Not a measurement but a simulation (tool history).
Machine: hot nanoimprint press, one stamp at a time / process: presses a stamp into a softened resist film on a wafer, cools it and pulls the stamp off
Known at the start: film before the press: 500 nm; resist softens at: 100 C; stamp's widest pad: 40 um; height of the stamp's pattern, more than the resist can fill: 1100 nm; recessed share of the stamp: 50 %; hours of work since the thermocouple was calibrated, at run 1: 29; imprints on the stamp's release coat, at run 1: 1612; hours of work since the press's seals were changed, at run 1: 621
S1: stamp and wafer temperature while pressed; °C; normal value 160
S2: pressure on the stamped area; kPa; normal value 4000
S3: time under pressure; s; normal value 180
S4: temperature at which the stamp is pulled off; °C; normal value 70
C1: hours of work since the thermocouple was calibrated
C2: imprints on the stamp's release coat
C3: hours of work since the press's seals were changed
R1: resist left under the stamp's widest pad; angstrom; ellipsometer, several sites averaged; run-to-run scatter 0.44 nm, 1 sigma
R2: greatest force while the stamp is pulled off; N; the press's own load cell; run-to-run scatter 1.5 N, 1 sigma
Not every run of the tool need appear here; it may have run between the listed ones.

run,hour,S1,S2,S3,S4,C1,C2,C3,R1,R2
1,0,160,4000,180,70,29,1612,621,2175,104
2,45.4,160,4000,180,70,55,1723,646,2181,101
3,75.7,160,4000,180,70,72,1797,663,2177,102
# hour 93.8: stamp cleaned and given a new release coat
4,133.7,160,4530,180,70,101,98,692,2043,103
5,167.1,160,4000,180,70,119,179,711,2182,101
6,200.8,160,4000,180,70,138,262,730,2186,102
7,258.8,160,4000,180,70,170,404,762,2190,100
8,287,160,4000,180,70,186,473,778,2197,103
9,337.9,160,4000,180,70,215,597,806,2203,101
10,371.2,160,4000,180,70,233,679,825,2200,97
11,411,160,2660,180,70,255,776,847,2695,104
12,454.4,160,2660,180,70,280,883,871,2697,100
13,507,151,4000,180,70,309,1011,900,3249,101
14,553,151,4000,180,70,335,1124,926,3246,101
15,605.9,166,4000,107,70,364,1253,956,2073,102
# hour 647.6: plate thermocouple calibrated
16,662.9,161,4000,189,70,9,1386,986,2098,103
17,693.2,161,4000,189,70,25,1460,1003,2088,98
18,721.8,161,2410,189,70,41,1530,1019,2710,100
# hour 741.4: press's hydraulic seals changed and the load cell set to zero
# hour 745.8: gauge calibrated
19,764.3,161,2410,189,70,61,1614,13,2633,102
20,796.1,161,2410,189,70,78,1692,30,2650,102
21,825.4,161,2410,189,70,95,1764,47,2647,101
# hour 857.2: stamp cleaned and given a new release coat
22,861.6,171,2410,189,60,112,11,64,1787,115
23,897.7,171,2410,189,60,132,99,84,1792,115
24,930.7,171,2410,189,60,150,180,102,1793,113
25,976.2,160,4030,197,70,176,291,128,2126,101
26,1015,160,3540,180,70,197,386,149,2331,100
27,1054.7,160,2800,180,70,219,483,171,2625,101

Below are 5 alternative next runs, each starting from the tool's condition after run 27. Predict each:
A,1102.1,160,2800,107,64,246,599,198,?,?
B,1102.1,163,3500,180,72,246,599,198,?,?
C,1102.1,168,4000,283,72,246,599,198,?,?
D,1102.1,160,6010,119,62,246,599,198,?,?
E,1102.1,160,5480,289,55,246,599,198,?,?

run,R1,R2
A,3080,114
B,2071,97
C,1314,98
D,2068,110
E,1552,121
Had the tool no hidden state, the same runs would have come out as:
run,R1,R2
A,3043,114
B,2046,97
C,1298,98
D,2043,110
E,1534,121
